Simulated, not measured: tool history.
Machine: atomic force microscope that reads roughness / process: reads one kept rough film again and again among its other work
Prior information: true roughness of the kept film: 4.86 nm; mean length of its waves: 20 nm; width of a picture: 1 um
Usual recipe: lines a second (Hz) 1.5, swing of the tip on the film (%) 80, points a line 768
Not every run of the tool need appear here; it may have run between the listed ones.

run	hour	lines a second (Hz)	swing of the tip on the film (%)	points a line	roughness of the kept film (nm (root mean square))
1	0	1.5	80	768	1.733
# hour 50.2: new tip fitted
2	53	1.5	80	768	2.87
3	93.2	1.5	80	768	2.139
4	131.5	1.5	80	768	1.759
5	158.9	1.5	80	768	1.538
6	189.3	1.5	80	320	1.318
# hour 197.7: new tip fitted
7	245.6	1.5	80	320	1.991
8	276.6	1.5	80	402	1.725
9	336.1	2.85	80	768	1.235
# hour 346.2: new tip fitted
10	392.1	2.85	64	768	2.177
11	438.6	1.5	80	768	1.674
# hour 492.9: new tip fitted
12	493.9	1.5	80	768	2.911
13	535.2	1.5	80	768	2.148
14	574.1	1.5	80	768	1.722
15	633.9	1.5	80	768	1.314
# hour 640.9: new tip fitted
16	678	1.5	80	768	2.215
17	716.3	1.5	80	768	1.794
18	774.3	1.5	80	768	1.364
# hour 788.8: new tip fitted
19	834.6	1.5	61	768	2.279
20	888.1	1.5	61	768	1.687
21	926.5	1.66	69	260	1.365
# hour 935.1: new tip fitted
22	964.6	1.66	69	260	2.304
23	995.4	1.54	81	299	1.858
24	1044.7	1.54	81	299	1.467
25	1074.7	1.53	77	299	1.303
# hour 1082.3: new tip fitted
26	1118.3	1.53	77	299	2.189
27	1167	1.12	74	434	1.719
28	1206.8	1.59	57	890	1.484
# hour 1229.8: new tip fitted
# hour 1230.8: height scale calibrated on a step standard
29	1257.5	1.59	57	890	2.603
30	1310.9	0.83	82	890	1.818
31	1365.2	0.72	61	618	1.489
# hour 1378.7: new tip fitted
32	1422	2.39	66	368	2.104
33	1452.3	2.36	60	801	1.829
34	1482.3	0.6	84	266	1.554
# hour 1525.7: new tip fitted
35	1542.7	2.81	78	631	2.393
36	1576.7	1.41	74	285	2.025
37	1610	0.94	79	898	1.751
38	1656.3	0.79	80	641	1.438
# hour 1671.2: new tip fitted
39	1706.1	0.79	80	641	2.316

What if the next run were any one of these 5? Each begins from the tool's condition after run 39:
A	1738.2	3.81	80	269	?
B	1738.2	2.26	73	290	?
C	1738.2	0.78	82	281	?
D	1738.2	1.35	80	768	?
E	1738.2	1.5	70	354	?

run	roughness of the kept film (nm (root mean square))
A	1.566
B	1.8
C	1.855
D	1.839
E	1.857
What these runs would have given with no unlogged condition in the tool:
run	roughness of the kept film (nm (root mean square))
A	2.548
B	2.925
C	3.021
D	2.996
E	3.028

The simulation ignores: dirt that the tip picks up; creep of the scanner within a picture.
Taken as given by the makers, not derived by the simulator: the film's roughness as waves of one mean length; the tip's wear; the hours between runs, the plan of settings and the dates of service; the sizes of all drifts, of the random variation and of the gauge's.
